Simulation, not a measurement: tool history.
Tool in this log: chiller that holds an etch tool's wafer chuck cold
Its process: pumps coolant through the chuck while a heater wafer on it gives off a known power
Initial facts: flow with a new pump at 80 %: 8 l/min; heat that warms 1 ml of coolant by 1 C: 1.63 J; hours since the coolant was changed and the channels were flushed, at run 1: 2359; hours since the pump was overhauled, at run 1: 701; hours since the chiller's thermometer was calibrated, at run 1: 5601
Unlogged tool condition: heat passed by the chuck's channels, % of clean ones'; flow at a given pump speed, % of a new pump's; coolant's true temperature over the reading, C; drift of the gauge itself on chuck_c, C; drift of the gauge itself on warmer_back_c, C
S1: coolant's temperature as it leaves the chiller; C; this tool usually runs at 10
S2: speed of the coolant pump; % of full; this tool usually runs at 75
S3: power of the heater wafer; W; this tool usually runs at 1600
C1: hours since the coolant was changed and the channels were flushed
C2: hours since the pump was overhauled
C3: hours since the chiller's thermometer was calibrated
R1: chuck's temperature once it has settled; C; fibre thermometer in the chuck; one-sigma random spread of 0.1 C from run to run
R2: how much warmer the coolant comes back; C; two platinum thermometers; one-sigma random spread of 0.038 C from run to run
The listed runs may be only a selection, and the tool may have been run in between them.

Run 1, hour 0: usual settings; C1 2359; C2 701; C3 5601. Result: R1 30.8 C, R2 7.85 C.
Run 2, hour 42.4: usual settings; C1 2402; C2 743; C3 5643. Result: R1 30.9 C, R2 7.83 C.
Run 3, hour 88.1: usual settings but S1 7 C; C1 2448; C2 789; C3 5689. Result: R1 28.2 C, R2 7.91 C.
At hour 102.7: chiller's thermometer calibrated.
Run 4, hour 162.4: usual settings but S1 7 C; C1 2521; C2 862; C3 60. Result: R1 27.9 C, R2 7.99 C.
Run 5, hour 233.9: usual settings; C1 2592; C2 933; C3 131. Result: R1 31.1 C, R2 7.94 C.
Run 6, hour 282: usual settings; C1 2640; C2 982; C3 179. Result: R1 31.2 C, R2 7.89 C.
Run 7, hour 343.7: usual settings; C1 2702; C2 1043; C3 241. Result: R1 31.2 C, R2 7.85 C.
Run 8, hour 422: usual settings; C1 2780; C2 1122; C3 319. Result: R1 31 C, R2 7.87 C.
Run 9, hour 471.7: usual settings; C1 2830; C2 1171; C3 369. Result: R1 31.1 C, R2 7.83 C.
Run 10, hour 513.5: usual settings but S1 17 C; C1 2872; C2 1213; C3 411. Result: R1 38.2 C, R2 7.94 C.
Run 11, hour 575.9: usual settings but S1 17 C, S3 2163 W; C1 2934; C2 1276; C3 473. Result: R1 45.7 C, R2 10.71 C.
Run 12, hour 628.4: usual settings but S1 17 C, S3 2163 W; C1 2987; C2 1328; C3 526. Result: R1 45.7 C, R2 10.68 C.
Run 13, hour 694.8: usual settings but S1 1 C; C1 3053; C2 1394; C3 592. Result: R1 22.4 C, R2 7.94 C.
Run 14, hour 751: usual settings but S3 2279 W; C1 3109; C2 1451; C3 648. Result: R1 40.6 C, R2 11.19 C.
Run 15, hour 832.2: usual settings; C1 3191; C2 1532; C3 730. Result: R1 31.5 C, R2 7.96 C.
Run 16, hour 872.6: usual settings; C1 3231; C2 1572; C3 770. Result: R1 31.4 C, R2 7.9 C.
At hour 885: coolant pump overhauled.
Run 17, hour 955.8: usual settings but S1 18 C, S2 100 % of full, S3 2182 W; C1 3309; C2 71; C3 848. Result: R1 40.9 C, R2 8.17 C.
Run 18, hour 1000.3: usual settings but S1 9 C, S2 70 % of full, S3 1152 W; C1 3354; C2 115; C3 893. Result: R1 25.7 C, R2 6.2 C.
Run 19, hour 1045.3: usual settings but S1 9 C, S2 70 % of full, S3 1152 W; C1 3399; C2 160; C3 938. Result: R1 25.5 C, R2 6.19 C.
Run 20, hour 1100.1: usual settings but S1 2 C, S2 76 % of full, S3 1939 W; C1 3454; C2 215; C3 992. Result: R1 28.1 C, R2 9.63 C.
Run 21, hour 1151.9: usual settings but S1 2 C, S2 68 % of full, S3 1400 W; C1 3505; C2 267; C3 1044. Result: R1 22.7 C, R2 7.71 C.
At hour 1162: coolant pump overhauled, once more.
Run 22, hour 1234.4: usual settings but S1 3 C, S2 74 % of full, S3 1533 W; C1 3583; C2 72; C3 1122. Result: R1 23.7 C, R2 7.62 C.
Run 23, hour 1303: usual settings but S1 13 C, S2 62 % of full, S3 1869 W; C1 3651; C2 141; C3 1190. Result: R1 42.6 C, R2 11.11 C.
Run 24, hour 1381.1: usual settings but S2 80 % of full, S3 1357 W; C1 3730; C2 219; C3 1268. Result: R1 27.2 C, R2 6.29 C.
Run 25, hour 1423.8: usual settings but S2 79 % of full, S3 983 W; C1 3772; C2 262; C3 1311. Result: R1 22.5 C, R2 4.61 C.
Run 26, hour 1466.4: usual settings but S1 12 C; C1 3815; C2 304; C3 1354. Result: R1 33.4 C, R2 7.91 C.
Run 27, hour 1512.1: usual settings but S1 12 C, S2 76 % of full, S3 1782 W; C1 3861; C2 350; C3 1399. Result: R1 35.5 C, R2 8.61 C.
Run 28, hour 1557.7: usual settings but S1 12 C, S2 76 % of full, S3 1782 W; C1 3906; C2 396; C3 1445. Result: R1 35.7 C, R2 8.65 C.
Run 29, hour 1635: usual settings but S1 12 C, S2 76 % of full, S3 1782 W; C1 3983; C2 473; C3 1522. Result: R1 35.7 C, R2 8.62 C.
Run 30, hour 1709.8: usual settings but S1 9 C, S2 69 % of full, S3 1749 W; C1 4058; C2 548; C3 1597. Result: R1 34.2 C, R2 9.33 C.
Run 31, hour 1777.7: usual settings but S2 78 % of full, S3 1729 W; C1 4126; C2 616; C3 1665. Result: R1 32.3 C, R2 8.16 C.
Run 32, hour 1816.5: usual settings but S1 15 C, S2 72 % of full, S3 1125 W; C1 4165; C2 655; C3 1704. Result: R1 30.7 C, R2 5.73 C.

Per-run results on a tool with no hidden state, each run keeping its own random variation:
run    R1     R2
  1  29.9   7.83
  2    30    7.8
  3  27.2   7.87
  4  26.8   7.95
  5    30    7.9
  6  30.1   7.85
  7  30.1    7.8
  8  29.8   7.81
  9  29.9   7.77
 10  36.9   7.88
 11    44  10.62
 12  43.9  10.58
 13    21   7.86
 14  38.6  11.07
 15  30.1   7.87
 16    30   7.81
 17  39.1      8
 18  24.4   6.08
 19  24.2   6.06
 20    26   9.42
 21    21   7.53
 22  22.4   7.64
 23  40.7  11.13
 24  26.1    6.3
 25  21.7   4.62
 26    32   7.91
 27  33.9   8.61
 28    34   8.65
 29    34   8.61
 30  32.3   9.31
 31  30.6   8.14
 32  29.5   5.71
